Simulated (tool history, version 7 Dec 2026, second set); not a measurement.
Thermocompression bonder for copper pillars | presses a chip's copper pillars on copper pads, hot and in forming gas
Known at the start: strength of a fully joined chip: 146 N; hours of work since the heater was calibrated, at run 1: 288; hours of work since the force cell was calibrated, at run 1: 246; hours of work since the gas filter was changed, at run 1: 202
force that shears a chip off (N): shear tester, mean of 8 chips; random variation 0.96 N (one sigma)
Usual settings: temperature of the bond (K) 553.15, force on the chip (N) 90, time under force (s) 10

run   hour  temperature of the bond (K)  force on the chip (N)  time under force (s)  hours of work since the heater was calibrated  hours of work since the force cell was calibrated  hours of work since the gas filter was changed  force that shears a chip off (N)
  1    0.0                       553.15                     90                    10                                            288                                                246                                             202                              76.5
  2   21.7                       553.15                     58                    10                                            297                                                255                                             211                              58.0
  3   51.4                       553.15                     58                    10                                            309                                                267                                             223                              58.2
  4   87.6                       553.15                     58                    10                                            324                                                282                                             238                              58.8
  5  111.3                       553.15                     58                    10                                            334                                                291                                             248                              57.9
  6  139.0                       553.15                     90                     8                                            345                                                303                                             259                              71.3
  7  165.1                       553.15                     90                     8                                            356                                                313                                             270                              71.8
     184.4  -- forming gas filter changed
  8  184.8                       553.15                     90                     8                                            364                                                321                                               0                              73.4
  9  206.4                       553.15                     90                    10                                            373                                                330                                               9                              79.9
 10  226.9                       559.15                     90                    10                                            381                                                339                                              17                              84.6
 11  244.9                       553.15                     90                    12                                            388                                                346                                              25                              84.5
 12  271.7                       553.15                     90                    12                                            399                                                357                                              36                              84.8
 13  298.6                       558.15                     90                    12                                            410                                                368                                              47                              89.4
 14  315.8                       558.15                     90                    12                                            417                                                375                                              54                              87.8
 15  341.1                       558.15                     90                    12                                            428                                                385                                              64                              87.8
 16  361.6                       558.15                     90                    12                                            436                                                394                                              72                              86.5
 17  397.2                       558.15                     90                    12                                            451                                                408                                              87                              87.9
 18  425.9                       558.15                     90                    12                                            462                                                420                                              99                              87.7
 19  447.6                       553.15                     90                    10                                            471                                                429                                             108                              77.1
 20  480.8                       553.15                     90                    10                                            485                                                442                                             121                              77.3
 21  501.1                       549.15                     85                    29                                            493                                                451                                             130                              99.6
 22  516.4                       535.15                     69                    15                                            499                                                457                                             136                              61.9
 23  552.0                       535.15                     69                    15                                            514                                                471                                             150                              60.8
 24  570.1                       559.15                    104                    13                                            521                                                479                                             158                              96.4
 25  594.0                       545.15                    126                    20                                            531                                                489                                             167                             102.7
 26  608.6                       551.15                    107                     9                                            537                                                495                                             173                              80.1
 27  633.9                       553.15                     91                    30                                            547                                                505                                             184                             104.4
 28  657.8                       568.15                     56                    30                                            557                                                515                                             194                              94.8
 29  673.4                       568.15                     64                    22                                            564                                                521                                             200                              92.7
 30  698.3                       531.15                    112                     7                                            574                                                531                                             210                              60.0
 31  723.3                       527.15                     83                     7                                            584                                                542                                             220                              45.0
 32  748.3                       530.15                     62                    12                                            594                                                552                                             231                              47.2
 33  784.5                       542.15                     84                    11                                            609                                                567                                             245                              64.5
 34  801.0                       553.15                     57                    20                                            616                                                573                                             252                              72.2
 35  832.3                       553.15                     78                    14                                            629                                                586                                             265                              77.4
 36  858.7                       553.15                     87                    10                                            639                                                597                                             276                              75.2
     862.9  -- forming gas filter changed
 37  875.7                       523.15                     81                    10                                            646                                                604                                               5                              48.5
 38  911.9                       523.15                     81                    10                                            661                                                618                                              20                              49.1
 39  931.1                       523.15                     81                    10                                            669                                                626                                              28                              49.0

4 ways to go on from here, each from the tool as it stands after run 39. What would each give?
  A  957.3                       548.15                     61                    10                                            680                                                637                                              39                                 ?
  B  957.3                       524.15                     81                    14                                            680                                                637                                              39                                 ?
  C  957.3                       552.15                    130                    28                                            680                                                637                                              39                                 ?
  D  957.3                       549.15                     81                    10                                            680                                                637                                              39                                 ?

run  force that shears a chip off (N)
  A                              55.8
  B                              56.5
  C                             120.7
  D                              69.5
Without the tool's hidden state the same runs would have given:
run  force that shears a chip off (N)
  A                              60.2
  B                              61.4
  C                             125.4
  D                              74.6
